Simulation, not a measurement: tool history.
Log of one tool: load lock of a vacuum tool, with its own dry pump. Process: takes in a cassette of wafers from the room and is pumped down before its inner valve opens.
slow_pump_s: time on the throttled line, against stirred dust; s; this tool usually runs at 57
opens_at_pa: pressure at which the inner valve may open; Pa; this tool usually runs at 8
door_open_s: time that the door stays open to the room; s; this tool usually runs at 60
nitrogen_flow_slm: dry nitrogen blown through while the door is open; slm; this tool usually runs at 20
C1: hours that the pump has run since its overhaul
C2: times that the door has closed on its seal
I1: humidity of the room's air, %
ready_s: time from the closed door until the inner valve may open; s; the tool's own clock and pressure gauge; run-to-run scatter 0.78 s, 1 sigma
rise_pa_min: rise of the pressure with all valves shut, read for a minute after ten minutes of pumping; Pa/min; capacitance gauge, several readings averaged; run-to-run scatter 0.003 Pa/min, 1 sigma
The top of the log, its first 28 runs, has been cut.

run 29 hour=10502.2 | slow_pump_s=57 opens_at_pa=8 door_open_s=60 nitrogen_flow_slm=5 | C1=12427 C2=17239 | I1=45.2 | ready_s=126.2 rise_pa_min=0.138
run 30 hour=11012.3 | slow_pump_s=28 opens_at_pa=8 door_open_s=60 nitrogen_flow_slm=19 | C1=12937 C2=19312 | I1=40.2 | ready_s=102.7 rise_pa_min=0.137
run 31 hour=11417.9 | slow_pump_s=97 opens_at_pa=10 door_open_s=84 nitrogen_flow_slm=11 | C1=13342 C2=20960 | I1=47.0 | ready_s=158.1 rise_pa_min=0.170
run 32 hour=11851.5 | slow_pump_s=48 opens_at_pa=11 door_open_s=27 nitrogen_flow_slm=4 | C1=13776 C2=22722 | I1=45.2 | ready_s=116.0 rise_pa_min=0.176
run 33 hour=12312.3 | slow_pump_s=48 opens_at_pa=11 door_open_s=27 nitrogen_flow_slm=4 | C1=14237 C2=24595 | I1=46.5 | ready_s=116.6 rise_pa_min=0.198
run 34 hour=12765.9 | slow_pump_s=48 opens_at_pa=11 door_open_s=27 nitrogen_flow_slm=4 | C1=14690 C2=26438 | I1=45.8 | ready_s=118.3 rise_pa_min=0.219
run 35 hour=13145.3 | slow_pump_s=57 opens_at_pa=9 door_open_s=130 nitrogen_flow_slm=20 | C1=15070 C2=27979 | I1=41.4 | ready_s=126.3 rise_pa_min=0.241
run 36 hour=13430.1 | slow_pump_s=57 opens_at_pa=12 door_open_s=63 nitrogen_flow_slm=20 | C1=15355 C2=29137 | I1=48.7 | ready_s=122.2 rise_pa_min=0.248
run 37 hour=13868.6 | slow_pump_s=57 opens_at_pa=12 door_open_s=63 nitrogen_flow_slm=20 | C1=15793 C2=30919 | I1=46.8 | ready_s=124.0 rise_pa_min=0.260

Run 38 is up next; what results do you expect?
run 38 hour=14346.1 | slow_pump_s=57 opens_at_pa=8 door_open_s=216 nitrogen_flow_slm=6 | C1=16270 C2=32859 | I1=43.7 | ready_s=? rise_pa_min=?

Run 38 measured ready_s 128.6 s, rise_pa_min 0.334 Pa/min.
Had the tool carried no hidden state, the very same run would have given ready_s 121.2 s, rise_pa_min 0.069 Pa/min.

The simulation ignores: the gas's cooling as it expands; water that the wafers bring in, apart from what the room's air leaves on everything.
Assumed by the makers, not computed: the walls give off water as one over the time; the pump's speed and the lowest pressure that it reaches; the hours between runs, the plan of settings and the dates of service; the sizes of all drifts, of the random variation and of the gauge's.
